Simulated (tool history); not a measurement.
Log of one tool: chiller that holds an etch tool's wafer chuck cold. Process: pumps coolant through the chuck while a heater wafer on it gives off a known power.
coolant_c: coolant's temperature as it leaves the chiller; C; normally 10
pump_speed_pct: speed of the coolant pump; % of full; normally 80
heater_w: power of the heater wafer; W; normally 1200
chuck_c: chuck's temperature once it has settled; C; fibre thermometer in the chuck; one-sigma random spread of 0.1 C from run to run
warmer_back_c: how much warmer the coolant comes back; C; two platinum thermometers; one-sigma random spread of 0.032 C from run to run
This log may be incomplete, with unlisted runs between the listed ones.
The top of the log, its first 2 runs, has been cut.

run    hour  coolant_c  pump_speed_pct  heater_w  hours since the coolant was changed and the channels were flushed  hours since the pump was overhauled  hours since the chiller's thermometer was calibrated  chuck_c  warmer_back_c
  3    94.2         10              80       881                                                                678                                 2361                                                   396       16            3.1
  4   127.9         10              62      1200                                                                712                                 2394                                                   430       20           5.61
  5   179.7         12              80      1200                                                                764                                 2446                                                   482     20.3           4.22
  6   212.2         12              80      1200                                                                796                                 2479                                                   514     20.1            4.2
  7   248.7          2              80      1200                                                                833                                 2515                                                   551     10.2           4.16
  8   282.2          2              80      1200                                                                866                                 2549                                                   584       10           4.17
  9   336.3          2              80      1200                                                                920                                 2603                                                   638     10.2           4.29
 10     373          2              80      1200                                                                957                                 2639                                                   675     10.3           4.31
 11   422.1          2              80      1200                                                               1006                                 2689                                                   724     10.1           4.28
 12   471.5          2              91      1200                                                               1056                                 2738                                                   774      9.4           3.71
 13   530.9          2              91      1200                                                               1115                                 2797                                                   833      9.5           3.72
 14   571.7          2              91      1200                                                               1156                                 2838                                                   874      9.6           3.67
 15   617.8          2              91      1200                                                               1202                                 2884                                                   920      9.6           3.71
 16   666.7          2              91      1200                                                               1251                                 2933                                                   969      9.5            3.7
 17   691.2         10              80       762                                                               1275                                 2958                                                   993     15.1            2.7
 18   740.3         19              87       784                                                               1324                                 3007                                                  1042       24           2.55
 19   777.7         19              87       784                                                               1362                                 3044                                                  1080     23.9           2.55
 20   822.1         12              79       811                                                               1406                                 3089                                                  1124     17.5           2.97
 21   876.2         12              79       811                                                               1460                                 3143                                                  1178     17.6           2.96
 22   916.8         12              64       689                                                               1501                                 3183                                                  1219     17.4           3.16
 23   946.3          7              66      1491                                                               1530                                 3213                                                  1248     19.1            6.7
 24   979.5          7              60      1481                                                               1564                                 3246                                                  1282     19.9           7.43
 25  1008.5          7              60      1481                                                               1593                                 3275                                                  1311     19.9           7.29
 26  1044.2         10              81      1338                                                               1628                                 3311                                                  1346     19.3           4.75
 27  1101.4          7              81       953                                                               1686                                 3368                                                  1403     13.3           3.37

Run 28 has not been measured yet. What should we expect?
 28  1145.2          7              81       953                                                               1729                                 3412                                                  1447        ?              ?

Run 28 gave chuck_c 13.5 C, warmer_back_c 3.38 C.
Minus the tool's unlogged condition, the same run would have read chuck_c 13.2 C, warmer_back_c 3.08 C.

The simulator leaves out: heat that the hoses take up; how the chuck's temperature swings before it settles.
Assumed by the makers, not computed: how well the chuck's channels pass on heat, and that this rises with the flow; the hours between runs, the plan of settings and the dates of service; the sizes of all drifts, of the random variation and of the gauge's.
